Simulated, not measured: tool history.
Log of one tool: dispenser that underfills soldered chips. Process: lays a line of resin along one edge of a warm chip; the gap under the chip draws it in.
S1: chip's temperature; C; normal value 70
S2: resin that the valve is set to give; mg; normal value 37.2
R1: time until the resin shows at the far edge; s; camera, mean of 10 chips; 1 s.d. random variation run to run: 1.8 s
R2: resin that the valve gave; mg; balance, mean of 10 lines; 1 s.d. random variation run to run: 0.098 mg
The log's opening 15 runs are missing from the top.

{"hour": 107.3, "done": "new syringe of resin"}
{"run": 16, "hour": 115.7, "S1": 70, "S2": 39.0, "R1": 275.7, "R2": 38.12}
{"hour": 118.8, "done": "new syringe of resin"}
{"run": 17, "hour": 119.8, "S1": 70, "S2": 39.0, "R1": 189.7, "R2": 38.04}
{"run": 18, "hour": 129.1, "S1": 57, "S2": 42.9, "R1": 540.5, "R2": 41.75}
{"hour": 130.2, "done": "new syringe of resin"}
{"run": 19, "hour": 137.9, "S1": 57, "S2": 42.9, "R1": 451.5, "R2": 41.69}
{"hour": 141.2, "done": "new syringe of resin"}
{"run": 20, "hour": 143.5, "S1": 63, "S2": 43.7, "R1": 274.6, "R2": 42.15}
{"run": 21, "hour": 149.6, "S1": 80, "S2": 45.3, "R1": 180.6, "R2": 43.7}
{"hour": 152.6, "done": "new syringe of resin"}
{"run": 22, "hour": 155.2, "S1": 77, "S2": 38.8, "R1": 155.7, "R2": 37.52}
{"run": 23, "hour": 159.4, "S1": 62, "S2": 31.9, "R1": 379.0, "R2": 30.58}
{"hour": 164.4, "done": "new syringe of resin"}
{"run": 24, "hour": 168.3, "S1": 62, "S2": 31.9, "R1": 334.0, "R2": 30.58}
{"run": 25, "hour": 173.2, "S1": 62, "S2": 31.9, "R1": 434.1, "R2": 30.47}
{"hour": 175.5, "done": "new syringe of resin"}
{"run": 26, "hour": 182.6, "S1": 62, "S2": 31.9, "R1": 396.1, "R2": 30.24}
{"hour": 186.7, "done": "new syringe of resin"}
{"run": 27, "hour": 189.9, "S1": 62, "S2": 31.9, "R1": 322.9, "R2": 30.27}
{"run": 28, "hour": 195.2, "S1": 78, "S2": 40.8, "R1": 200.1, "R2": 38.55}
{"hour": 198.1, "done": "new syringe of resin"}
{"run": 29, "hour": 203.4, "S1": 62, "S2": 40.4, "R1": 332.5, "R2": 38.16}

Predict the results of run 30:
{"hour": 206.8, "done": "dispensing valve cleaned and set on the balance"}
{"run": 30, "hour": 209.6, "S1": 56, "S2": 33.0, "R1": "?", "R2": "?"}

Logged for run 30: R1 586.2 s, R2 33.03 mg.
On a tool with no hidden condition, and with the same random variation, this run would have come out at R1 331.4 s, R2 33.18 mg.
